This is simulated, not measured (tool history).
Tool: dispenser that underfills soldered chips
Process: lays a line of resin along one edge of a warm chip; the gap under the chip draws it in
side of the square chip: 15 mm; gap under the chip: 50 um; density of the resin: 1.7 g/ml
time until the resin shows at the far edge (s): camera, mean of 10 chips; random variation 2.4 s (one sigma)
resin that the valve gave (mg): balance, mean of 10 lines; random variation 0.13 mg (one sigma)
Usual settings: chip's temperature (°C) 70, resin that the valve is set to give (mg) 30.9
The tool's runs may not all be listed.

run   hour  chip's temperature (°C)  resin that the valve is set to give (mg)  time until the resin shows at the far edge (s)  resin that the valve gave (mg)
  1      0                       70                                      30.9                                             380                           29.86
       0.8  -- new syringe of resin
  2    3.4                       71                                      30.9                                             253                           29.87
  3    8.6                       71                                      30.9                                           318.2                           29.82
      11.6  -- new syringe of resin
  4   12.2                       67                                      30.9                                           268.8                           29.61
  5   17.5                       67                                      30.9                                           347.6                            29.8
  6   20.5                       70                                      30.9                                           350.1                           29.46
      22.6  -- new syringe of resin
  7   25.2                       70                                      30.9                                           261.7                           29.56
  8   27.8                       71                                      30.9                                           280.1                           29.37
  9   32.4                       71                                      30.9                                           352.9                           29.65
      33.6  -- new syringe of resin
 10   38.4                       71                                      30.9                                           272.3                           29.17
 11   42.4                       71                                      30.9                                           334.5                           29.24
      44.5  -- new syringe of resin
 12   45.8                       71                                      30.9                                           233.4                           29.34
 13   48.3                       71                                      30.9                                             261                           29.04
 14   54.2                       70                                      30.9                                           349.2                           29.08
      55.6  -- new syringe of resin
 15   57.5                       70                                      30.9                                           253.2                           28.87
 16   61.1                       70                                      30.9                                           299.3                           29.03
      66.4  -- new syringe of resin
 17     67                       70                                      30.9                                           239.9                           29.29
 18   70.2                       63                                      30.9                                           371.1                           28.74
 19   73.4                       76                                      31.5                                           255.1                           29.31
      77.2  -- new syringe of resin
 20   79.3                       76                                      31.5                                           198.9                           28.97
 21   83.4                       68                                      30.9                                           332.2                            28.7
        88  -- new syringe of resin
 22   88.8                       58                                      33.2                                           378.6                           30.83
 23   91.5                       83                                      31.7                                           163.4                           29.22
 24   93.9                       68                                      39.7                                           315.7                           36.49
 25   97.2                       68                                      39.7                                           373.6                           36.44
      98.8  -- new syringe of resin
 26   99.9                       68                                      39.7                                           259.9                           36.17
 27  104.4                       69                                      29.8                                             321                           27.22
 28  107.4                       78                                      34.6                                           249.6                           31.65
     109.7  -- new syringe of resin
 29  112.2                       78                                      34.6                                           191.3                           31.81
 30  116.4                       78                                      34.6                                           228.8                            31.6
     120.7  -- new syringe of resin
 31  122.1                       78                                      34.6                                           171.1                           31.44
 32  126.1                       81                                        32                                           190.8                            28.9
     129.7  -- dispensing valve cleaned and set on the balance
 33  129.7                       81                                        32                                             212                           31.86
     132.5  -- new syringe of resin
 34  133.5                       81                                        32                                           157.3                           32.05
 35    136                       81                                        32                                           180.9                           31.98

4 ways to go on from here, each from the tool as it stands after run 35. What would each give?
  A  140.1                       65                                      29.5                                               ?                               ?
  B  140.1                       78                                      37.8                                               ?                               ?
  C  140.1                       66                                      37.1                                               ?                               ?
  D  140.1                       64                                        32                                               ?                               ?

run  time until the resin shows at the far edge (s)  resin that the valve gave (mg)
  A                                           402.5                           29.13
  B                                           230.1                           37.22
  C                                           375.7                           36.68
  D                                           414.4                           31.91
Without the tool's hidden state the same runs would have given:
run  time until the resin shows at the far edge (s)  resin that the valve gave (mg)
  A                                           293.7                           29.38
  B                                           167.4                           37.55
  C                                           274.1                              37
  D                                           302.5                           32.19

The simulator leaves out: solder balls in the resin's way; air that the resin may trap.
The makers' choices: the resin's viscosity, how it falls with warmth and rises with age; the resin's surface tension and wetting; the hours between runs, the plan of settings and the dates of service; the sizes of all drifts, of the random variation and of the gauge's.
